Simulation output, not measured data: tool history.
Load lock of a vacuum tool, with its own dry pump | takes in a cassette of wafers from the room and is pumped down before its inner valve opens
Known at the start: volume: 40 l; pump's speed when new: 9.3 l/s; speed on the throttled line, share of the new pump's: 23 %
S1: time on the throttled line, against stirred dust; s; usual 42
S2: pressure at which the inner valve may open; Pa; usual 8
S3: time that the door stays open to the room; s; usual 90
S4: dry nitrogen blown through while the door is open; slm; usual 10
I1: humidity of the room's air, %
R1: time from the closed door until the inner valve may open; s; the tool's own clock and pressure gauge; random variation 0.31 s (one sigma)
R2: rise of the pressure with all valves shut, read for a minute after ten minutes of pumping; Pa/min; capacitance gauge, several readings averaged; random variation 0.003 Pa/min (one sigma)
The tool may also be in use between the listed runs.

run    hour  S1  S2   S3  S4    I1    R1     R2
  1     0.0  42   8   90  10  44.4  74.1  0.242
  2   235.6  42   8   90  10  42.8  73.6  0.255
  3   508.3  42   8   90  10  46.0  73.8  0.276
  4   733.7  42   8   90  10  44.0  73.8  0.280
  5   979.7  42   8   90  10  46.0  74.2  0.311
  6  1249.9  25   8   90  10  46.0  60.8  0.319
  7  1461.7  25   8   26  10  46.0  60.5  0.311
  8  1817.4  25   8   26  10  44.7  61.3  0.335
     2060.6  -- door's seal changed, seat wiped
  9  2190.2  25   8   26  39  44.0  61.2  0.013
 10  2572.9  25   8   53  39  45.3  61.2  0.029
 11  2932.0  25   8   53  39  45.6  61.6  0.031
 12  3272.1  25   8   53  39  45.1  61.7  0.041
 13  3606.8  25   8   53  39  45.1  61.6  0.044
 14  3865.8  25   8   53  39  47.4  61.1  0.054
 15  4094.8  25   8   53  39  47.4  62.0  0.055
 16  4519.9  42   8   90  10  45.0  74.9  0.086
 17  4945.7  42  11   90  10  43.1  73.1  0.101
 18  5366.3  42   8   52  10  43.4  75.0  0.106
 19  5622.7  42   8   52  10  47.9  75.4  0.111
 20  5936.8  42   8   52  10  44.5  75.0  0.122
 21  6226.4  42   8   34   6  45.8  74.3  0.139
 22  6477.8  42  13  129   5  43.0  72.6  0.176
 23  6831.7  41  12   57  41  42.5  72.9  0.151
 24  7085.0  42   6   90   7  46.3  76.3  0.186
 25  7306.3  42   6   90   7  46.2  76.8  0.202
 26  7540.4  42   9   38  11  44.1  75.0  0.203

Run 27 comes next. What will it give?
 27  7782.4  41  15  192  10  45.7   ?   ?

R1: 71.9 s
R2: 0.242 Pa/min
Without the tool's hidden state the same run would have given R1 69.7 s, R2 0.059 Pa/min.

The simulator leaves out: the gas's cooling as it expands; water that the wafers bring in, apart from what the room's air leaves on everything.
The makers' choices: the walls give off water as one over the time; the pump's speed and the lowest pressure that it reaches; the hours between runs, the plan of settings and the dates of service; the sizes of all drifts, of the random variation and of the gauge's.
